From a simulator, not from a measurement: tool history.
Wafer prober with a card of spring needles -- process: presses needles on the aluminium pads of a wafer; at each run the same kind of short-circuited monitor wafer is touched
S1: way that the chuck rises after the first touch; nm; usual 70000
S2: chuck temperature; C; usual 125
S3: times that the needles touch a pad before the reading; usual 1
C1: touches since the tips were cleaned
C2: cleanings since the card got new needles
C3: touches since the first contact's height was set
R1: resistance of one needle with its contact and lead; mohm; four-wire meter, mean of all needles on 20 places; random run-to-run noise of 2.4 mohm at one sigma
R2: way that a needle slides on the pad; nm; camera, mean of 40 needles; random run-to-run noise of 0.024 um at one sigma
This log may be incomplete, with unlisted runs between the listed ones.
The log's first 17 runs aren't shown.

-- hour=200.8 tips cleaned on abrasive film
run 18 hour=207.9 | S1=70000 S2=95 S3=2 | C1=3128 C2=48 C3=25445 | R1=275 R2=12760
-- hour=216.3 tips cleaned on abrasive film
run 19 hour=224.2 | S1=70000 S2=95 S3=2 | C1=3452 C2=49 C3=32512 | R1=275 R2=12770
-- hour=232.9 tips cleaned on abrasive film
run 20 hour=235.8 | S1=70000 S2=95 S3=2 | C1=1282 C2=50 C3=37553 | R1=274 R2=12780
run 21 hour=244.6 | S1=70000 S2=25 S3=1 | C1=5154 C2=50 C3=41425 | R1=268 R2=12760
-- hour=249.1 tips cleaned on abrasive film
run 22 hour=252.3 | S1=52000 S2=31 S3=3 | C1=1406 C2=51 C3=44763 | R1=260 R2=9450
run 23 hour=263.5 | S1=53000 S2=114 S3=1 | C1=6304 C2=51 C3=49661 | R1=303 R2=9620
-- hour=264.9 tips cleaned on abrasive film
run 24 hour=275.6 | S1=60000 S2=32 S3=1 | C1=4682 C2=52 C3=54885 | R1=279 R2=10880
-- hour=280.9 tips cleaned on abrasive film
run 25 hour=285.3 | S1=81000 S2=56 S3=1 | C1=1942 C2=53 C3=59125 | R1=269 R2=14740
-- hour=296.6 tips cleaned on abrasive film
run 26 hour=299.0 | S1=70000 S2=60 S3=1 | C1=1018 C2=54 C3=65039 | R1=268 R2=12750
-- hour=310.9 height of the first contact set anew
-- hour=313.7 tips cleaned on abrasive film
run 27 hour=315.1 | S1=54000 S2=67 S3=3 | C1=605 C2=55 C3=1820 | R1=265 R2=9890
-- hour=330.4 tips cleaned on abrasive film
run 28 hour=332.6 | S1=85000 S2=98 S3=1 | C1=968 C2=56 C3=9426 | R1=272 R2=15590
-- hour=346.3 tips cleaned on abrasive film
run 29 hour=348.8 | S1=73000 S2=58 S3=3 | C1=1130 C2=57 C3=16501 | R1=259 R2=13370
-- hour=362.0 tips cleaned on abrasive film
run 30 hour=363.1 | S1=70000 S2=125 S3=3 | C1=483 C2=58 C3=22705 | R1=279 R2=12730
-- hour=377.5 tips cleaned on abrasive film
run 31 hour=379.5 | S1=67000 S2=58 S3=3 | C1=896 C2=59 C3=29840 | R1=262 R2=12230
run 32 hour=392.2 | S1=70000 S2=68 S3=2 | C1=6453 C2=59 C3=35397 | R1=272 R2=12780
-- hour=393.6 tips cleaned on abrasive film
run 33 hour=406.8 | S1=70000 S2=68 S3=2 | C1=5768 C2=60 C3=41741 | R1=271 R2=12780
-- hour=409.2 tips cleaned on abrasive film
run 34 hour=415.6 | S1=75000 S2=70 S3=2 | C1=2795 C2=61 C3=45567 | R1=269 R2=13670

Forecast each of these 3 alternatives for the next run:
-- hour=425.8 tips cleaned on abrasive film
run A hour=427.7 | S1=73000 S2=84 S3=1 | C1=847 C2=62 C3=50827 | R1=? R2=?
-- hour=425.8 tips cleaned on abrasive film
run B hour=427.7 | S1=75000 S2=63 S3=1 | C1=847 C2=62 C3=50827 | R1=? R2=?
-- hour=425.8 tips cleaned on abrasive film
run C hour=427.7 | S1=70000 S2=59 S3=2 | C1=847 C2=62 C3=50827 | R1=? R2=?

run=A R1=272 R2=13320
run=B R1=263 R2=13680
run=C R1=261 R2=12760
What these runs would have given with no unlogged condition in the tool:
run=A R1=263 R2=13420
run=B R1=255 R2=13780
run=C R1=255 R2=12850

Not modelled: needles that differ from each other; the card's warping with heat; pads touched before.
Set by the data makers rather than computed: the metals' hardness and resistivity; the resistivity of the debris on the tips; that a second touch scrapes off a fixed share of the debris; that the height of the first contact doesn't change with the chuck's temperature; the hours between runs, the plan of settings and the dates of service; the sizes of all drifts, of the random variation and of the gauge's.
